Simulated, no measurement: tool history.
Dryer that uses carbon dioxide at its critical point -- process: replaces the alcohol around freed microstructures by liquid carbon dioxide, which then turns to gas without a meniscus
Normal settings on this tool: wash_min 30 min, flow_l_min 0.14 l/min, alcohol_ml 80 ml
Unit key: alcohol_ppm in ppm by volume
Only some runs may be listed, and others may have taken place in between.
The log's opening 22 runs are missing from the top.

At day 28.154: inlet filter changed.
Run 23, day 28.292: usual settings but flow_l_min 0.194 l/min. Result: alcohol_ppm 32 ppm by volume.
Run 24, day 29.804: usual settings but flow_l_min 0.194 l/min. Result: alcohol_ppm 31 ppm by volume.
Run 25, day 30.617: usual settings but flow_l_min 0.103 l/min, alcohol_ml 30 ml. Result: alcohol_ppm 301 ppm by volume.
Run 26, day 32.062: usual settings but flow_l_min 0.103 l/min, alcohol_ml 30 ml. Result: alcohol_ppm 323 ppm by volume.
Run 27, day 33.15: usual settings but wash_min 29 min, flow_l_min 0.228 l/min, alcohol_ml 30 ml. Result: alcohol_ppm 38 ppm by volume.
Run 28, day 33.933: usual settings but wash_min 29 min, flow_l_min 0.228 l/min, alcohol_ml 30 ml. Result: alcohol_ppm 28 ppm by volume.
Run 29, day 35.767: usual settings but wash_min 39 min, flow_l_min 0.156 l/min, alcohol_ml 116 ml. Result: alcohol_ppm 43 ppm by volume.
Run 30, day 37.058: usual settings but wash_min 37 min, flow_l_min 0.156 l/min, alcohol_ml 36 ml. Result: alcohol_ppm 53 ppm by volume.
Run 31, day 38.521: usual settings but wash_min 37 min, flow_l_min 0.156 l/min, alcohol_ml 36 ml. Result: alcohol_ppm 52 ppm by volume.
Run 32, day 40.242: usual settings but wash_min 23 min, flow_l_min 0.174 l/min. Result: alcohol_ppm 268 ppm by volume.
Run 33, day 41.829: usual settings but wash_min 20 min, flow_l_min 0.237 l/min. Result: alcohol_ppm 125 ppm by volume.
Run 34, day 42.6: usual settings but wash_min 38 min, alcohol_ml 29 ml. Result: alcohol_ppm 70 ppm by volume.
Run 35, day 43.696: usual settings but wash_min 42 min, flow_l_min 0.149 l/min, alcohol_ml 29 ml. Result: alcohol_ppm 57 ppm by volume.
Run 36, day 45.2: usual settings but wash_min 40 min, alcohol_ml 104 ml. Result: alcohol_ppm 77 ppm by volume.
Run 37, day 46.725: usual settings but wash_min 33 min, flow_l_min 0.095 l/min, alcohol_ml 40 ml. Result: alcohol_ppm 589 ppm by volume.
Run 38, day 48.054: usual settings but wash_min 39 min, flow_l_min 0.116 l/min, alcohol_ml 48 ml. Result: alcohol_ppm 136 ppm by volume.
Run 39, day 49.392: usual settings but wash_min 39 min, flow_l_min 0.116 l/min, alcohol_ml 48 ml. Result: alcohol_ppm 139 ppm by volume.
Run 40, day 50.471: usual settings but wash_min 39 min, flow_l_min 0.116 l/min, alcohol_ml 48 ml. Result: alcohol_ppm 149 ppm by volume.
Run 41, day 51.892: usual settings but wash_min 39 min, flow_l_min 0.116 l/min, alcohol_ml 48 ml. Result: alcohol_ppm 148 ppm by volume.
Run 42, day 53.258: usual settings but alcohol_ml 29 ml. Result: alcohol_ppm 171 ppm by volume.
Run 43, day 55.054: usual settings but alcohol_ml 29 ml. Result: alcohol_ppm 171 ppm by volume.
Run 44, day 55.938: usual settings but wash_min 48 min. Result: alcohol_ppm 88 ppm by volume.
Run 45, day 57.683: usual settings but wash_min 20 min, flow_l_min 0.162 l/min. Result: alcohol_ppm 1324 ppm by volume.
Run 46, day 58.446: usual settings but wash_min 20 min, flow_l_min 0.226 l/min, alcohol_ml 56 ml. Result: alcohol_ppm 236 ppm by volume.
Run 47, day 59.921: usual settings but wash_min 33 min, flow_l_min 0.226 l/min, alcohol_ml 21 ml. Result: alcohol_ppm 98 ppm by volume.

Each row is a separate what-if for the run after 47, all from the same tool condition, not one after another. Results?
Run A, day 61.05: usual settings but wash_min 24 min, flow_l_min 0.103 l/min, alcohol_ml 54 ml. Result: alcohol_ppm ?.
Run B, day 61.05: usual settings but wash_min 31 min, flow_l_min 0.226 l/min, alcohol_ml 62 ml. Result: alcohol_ppm ?.
Run C, day 61.05: usual settings but flow_l_min 0.211 l/min, alcohol_ml 79 ml. Result: alcohol_ppm ?.
Run D, day 61.05: usual settings but flow_l_min 0.189 l/min, alcohol_ml 79 ml. Result: alcohol_ppm ?.

run  alcohol_ppm
  A         2845
  B          102
  C          109
  D          135
Without the tool's unlogged condition, the same runs would have read:
run  alcohol_ppm
  A         1353
  B            5
  C            4
  D           12
